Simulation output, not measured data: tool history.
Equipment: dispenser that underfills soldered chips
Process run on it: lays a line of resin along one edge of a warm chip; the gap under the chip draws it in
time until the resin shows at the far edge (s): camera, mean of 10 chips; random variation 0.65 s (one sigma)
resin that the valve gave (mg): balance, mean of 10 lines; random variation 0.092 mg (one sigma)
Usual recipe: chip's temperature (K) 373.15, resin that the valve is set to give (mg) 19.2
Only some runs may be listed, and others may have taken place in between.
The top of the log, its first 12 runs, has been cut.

| run | day | chip's temperature (K) | resin that the valve is set to give (mg) | hours of work since the syringe was changed | hours of work since the valve was cleaned | hours of work since the stage was calibrated | time until the resin shows at the far edge (s) | resin that the valve gave (mg) |
|---|---|---|---|---|---|---|---|---|
|  | 2.704 | new syringe of resin |
| 13 | 2.979 | 377.15 | 19.2 | 4 | 55 | 228 | 62.5 | 18.57 |
| 14 | 3.229 | 373.15 | 19.2 | 8 | 59 | 232 | 84.5 | 18.35 |
|  | 3.412 | new syringe of resin |
| 15 | 3.508 | 373.15 | 19.2 | 1 | 63 | 236 | 63.3 | 18.30 |
| 16 | 3.738 | 373.15 | 19.2 | 5 | 66 | 239 | 73.3 | 18.37 |
| 17 | 4.029 | 375.15 | 22.7 | 9 | 71 | 244 | 81.6 | 21.49 |
|  | 4.100 | new syringe of resin |
| 18 | 4.242 | 375.15 | 22.7 | 2 | 74 | 247 | 61.2 | 21.55 |
| 19 | 4.379 | 375.15 | 22.7 | 4 | 76 | 249 | 65.4 | 21.48 |
| 20 | 4.700 | 384.15 | 20.7 | 9 | 80 | 253 | 61.0 | 19.37 |
|  | 4.796 | new syringe of resin |
| 21 | 4.867 | 365.15 | 21.2 | 1 | 83 | 256 | 84.1 | 19.87 |
|  | 5.046 | dispensing valve cleaned and set on the balance |
| 22 | 5.112 | 362.15 | 16.3 | 4 | 1 | 259 | 108.2 | 16.38 |
| 23 | 5.446 | 359.15 | 17.9 | 9 | 6 | 264 | 150.6 | 17.77 |
|  | 5.546 | new syringe of resin |
| 24 | 5.708 | 366.15 | 19.7 | 2 | 10 | 267 | 84.1 | 19.56 |
| 25 | 5.900 | 387.15 | 23.8 | 5 | 13 | 270 | 46.2 | 23.55 |
| 26 | 6.146 | 366.15 | 17.5 | 9 | 16 | 274 | 114.2 | 17.17 |
|  | 6.242 | new syringe of resin |
| 27 | 6.300 | 366.15 | 17.5 | 1 | 18 | 276 | 80.5 | 17.14 |

What will run 28 give?
| 28 | 6.575 | 366.15 | 17.5 | 5 | 22 | 280 | ? | ? |

{"run 28": {"time until the resin shows at the far edge (s)": 95.6, "resin that the valve gave (mg)": 17.17}}
Had the tool carried no hidden state, the very same run would have given time until the resin shows at the far edge (s) 74.0, resin that the valve gave (mg) 17.47.

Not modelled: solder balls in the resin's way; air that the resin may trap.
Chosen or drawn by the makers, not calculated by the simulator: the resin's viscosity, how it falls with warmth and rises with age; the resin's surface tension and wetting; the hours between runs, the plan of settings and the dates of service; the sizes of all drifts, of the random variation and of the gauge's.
